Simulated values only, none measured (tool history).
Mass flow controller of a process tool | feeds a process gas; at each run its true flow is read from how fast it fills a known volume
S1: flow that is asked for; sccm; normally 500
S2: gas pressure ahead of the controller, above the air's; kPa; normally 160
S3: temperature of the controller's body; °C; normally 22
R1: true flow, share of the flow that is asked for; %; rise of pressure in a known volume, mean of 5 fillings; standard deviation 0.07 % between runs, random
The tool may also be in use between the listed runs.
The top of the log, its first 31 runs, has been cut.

run	hour	S1	S2	S3	R1
32	2899.2	135	214	36	92.36
33	3004.7	665	223	38	99.84
34	3084.2	665	223	38	99.83
35	3211.3	665	223	38	99.77
36	3345.2	336	160	22	97.14
37	3485.9	106	191	22	89.29
38	3611.6	258	160	36	96.30
39	3740.6	440	143	36	98.53

Predict each of these 5 candidate next runs independently; none follows another, all start after run 39:
A	3857.4	440	267	25	?
B	3857.4	172	207	37	?
C	3857.4	440	165	21	?
D	3857.4	897	143	35	?
E	3857.4	964	143	38	?

run	R1
A	97.83
B	93.60
C	98.03
D	100.97
E	101.30
Stripped of hidden state, with their random variation kept, the same runs would have yielded:
run	R1
A	98.39
B	98.33
C	98.60
D	100.18
E	100.42
